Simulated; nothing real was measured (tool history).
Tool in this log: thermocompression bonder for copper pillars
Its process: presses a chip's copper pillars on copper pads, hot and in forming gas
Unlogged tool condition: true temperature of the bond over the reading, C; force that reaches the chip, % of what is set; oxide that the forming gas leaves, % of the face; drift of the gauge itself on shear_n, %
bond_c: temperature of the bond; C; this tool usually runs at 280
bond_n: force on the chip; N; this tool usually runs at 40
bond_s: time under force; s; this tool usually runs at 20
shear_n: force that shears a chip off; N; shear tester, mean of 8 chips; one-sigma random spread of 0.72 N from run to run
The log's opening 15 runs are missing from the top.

run   hour  bond_c  bond_n  bond_s  hours of work since the heater was calibrated  hours of work since the force cell was calibrated  hours of work since the gas filter was changed  shear_n
 16  138.0     280      40      20                                            176                                                176                                             153     47.8
 17  146.4     280      37      20                                            180                                                180                                             157     47.2
 18  159.7     280      37      20                                            187                                                187                                             164     46.0
 19  167.2     280      37      20                                            191                                                191                                             168     46.0
 20  177.0     280      37      20                                            196                                                196                                             173     46.7
 21  186.3     261      60      32                                            201                                                201                                             178     58.0
     189.5  -- heater calibrated with a thermocouple chip
 22  200.9     280      35      20                                              6                                                207                                             184     43.5
 23  207.2     280      45      23                                              9                                                210                                             187     53.5
 24  218.4     280      45      23                                             15                                                216                                             193     54.1
 25  228.1     280      45      23                                             20                                                221                                             198     53.9
 26  239.4     280      25      15                                             26                                                227                                             204     29.9
 27  246.0     303      40      20                                             29                                                230                                             207     60.3
 28  256.7     274      29      20                                             34                                                236                                             213     35.1
 29  270.0     274      29      20                                             41                                                243                                             219     33.6
     275.0  -- heater calibrated with a thermocouple chip, once more
 30  282.7     274      29      20                                              4                                                248                                             225     33.1
 31  297.4     267      36      16                                             11                                                256                                             232     33.4
 32  306.5     267      36      16                                             16                                                260                                             237     33.6
 33  317.2     280      42      20                                             22                                                266                                             243     48.0
 34  323.5     282      52      20                                             25                                                269                                             246     56.6

What will run 35 give?
 35  335.5     303      58      15                                             31                                                275                                             252        ?

Run 35 gave shear_n 64.3 N.
With the hidden condition absent and the run-to-run variation left alone, this run would have shown shear_n 72.3 N.
